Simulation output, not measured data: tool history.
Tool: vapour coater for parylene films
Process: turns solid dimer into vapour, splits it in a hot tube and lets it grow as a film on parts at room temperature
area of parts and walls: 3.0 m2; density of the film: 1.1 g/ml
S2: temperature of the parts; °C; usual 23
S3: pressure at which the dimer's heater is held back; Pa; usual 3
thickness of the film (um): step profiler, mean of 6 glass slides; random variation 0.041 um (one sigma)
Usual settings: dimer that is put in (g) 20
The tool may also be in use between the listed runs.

run 1 hour=0 | dimer_that_is_put_in_(g)=20 S2=23 S3=3 | thickness_of_the_film_(um)=4.18
run 2 hour=9.4 | dimer_that_is_put_in_(g)=20 S2=23 S3=3 | thickness_of_the_film_(um)=4.23
run 3 hour=20 | dimer_that_is_put_in_(g)=20 S2=23 S3=3 | thickness_of_the_film_(um)=4.16
run 4 hour=31.2 | dimer_that_is_put_in_(g)=20 S2=28 S3=3 | thickness_of_the_film_(um)=3.41
run 5 hour=40.6 | dimer_that_is_put_in_(g)=20 S2=28 S3=3 | thickness_of_the_film_(um)=3.34
run 6 hour=56.6 | dimer_that_is_put_in_(g)=20 S2=28 S3=3 | thickness_of_the_film_(um)=3.34
run 7 hour=71.1 | dimer_that_is_put_in_(g)=20 S2=24 S3=3 | thickness_of_the_film_(um)=3.99
run 8 hour=89.6 | dimer_that_is_put_in_(g)=20 S2=23 S3=3.09 | thickness_of_the_film_(um)=4.19
run 9 hour=104.3 | dimer_that_is_put_in_(g)=20 S2=23 S3=3.09 | thickness_of_the_film_(um)=4.18
run 10 hour=115.7 | dimer_that_is_put_in_(g)=20 S2=23 S3=3.09 | thickness_of_the_film_(um)=4.14
run 11 hour=133 | dimer_that_is_put_in_(g)=23 S2=20 S3=8.26 | thickness_of_the_film_(um)=5.2
-- hour=137.8 trap's valve overhauled
run 12 hour=145.3 | dimer_that_is_put_in_(g)=23 S2=20 S3=8.26 | thickness_of_the_film_(um)=5.1
run 13 hour=164.4 | dimer_that_is_put_in_(g)=10 S2=17 S3=2.07 | thickness_of_the_film_(um)=2.75
run 14 hour=177.6 | dimer_that_is_put_in_(g)=9 S2=34 S3=3 | thickness_of_the_film_(um)=1.13
run 15 hour=196.1 | dimer_that_is_put_in_(g)=9 S2=34 S3=3 | thickness_of_the_film_(um)=1.13
run 16 hour=215.8 | dimer_that_is_put_in_(g)=9 S2=34 S3=3 | thickness_of_the_film_(um)=1.1
run 17 hour=235.3 | dimer_that_is_put_in_(g)=9 S2=34 S3=3 | thickness_of_the_film_(um)=1.12
run 18 hour=254.5 | dimer_that_is_put_in_(g)=20 S2=24 S3=2.87 | thickness_of_the_film_(um)=3.9

Forecast each of these 4 alternatives for the next run:
-- hour=263.1 trap's valve overhauled, once more
run A hour=267 | dimer_that_is_put_in_(g)=20 S2=28 S3=3 | thickness_of_the_film_(um)=?
-- hour=263.1 trap's valve overhauled, once more
run B hour=267 | dimer_that_is_put_in_(g)=20 S2=23 S3=9.06 | thickness_of_the_film_(um)=?
-- hour=263.1 trap's valve overhauled, once more
run C hour=267 | dimer_that_is_put_in_(g)=11 S2=24 S3=4.75 | thickness_of_the_film_(um)=?
-- hour=263.1 trap's valve overhauled, once more
run D hour=267 | dimer_that_is_put_in_(g)=24 S2=24 S3=2.96 | thickness_of_the_film_(um)=?

run=A thickness_of_the_film_(um)=3.52
run=B thickness_of_the_film_(um)=4.08
run=C thickness_of_the_film_(um)=2.22
run=D thickness_of_the_film_(um)=5
Without the tool's hidden state the same runs would have given:
run=A thickness_of_the_film_(um)=3.56
run=B thickness_of_the_film_(um)=4.13
run=C thickness_of_the_film_(um)=2.25
run=D thickness_of_the_film_(um)=5.07

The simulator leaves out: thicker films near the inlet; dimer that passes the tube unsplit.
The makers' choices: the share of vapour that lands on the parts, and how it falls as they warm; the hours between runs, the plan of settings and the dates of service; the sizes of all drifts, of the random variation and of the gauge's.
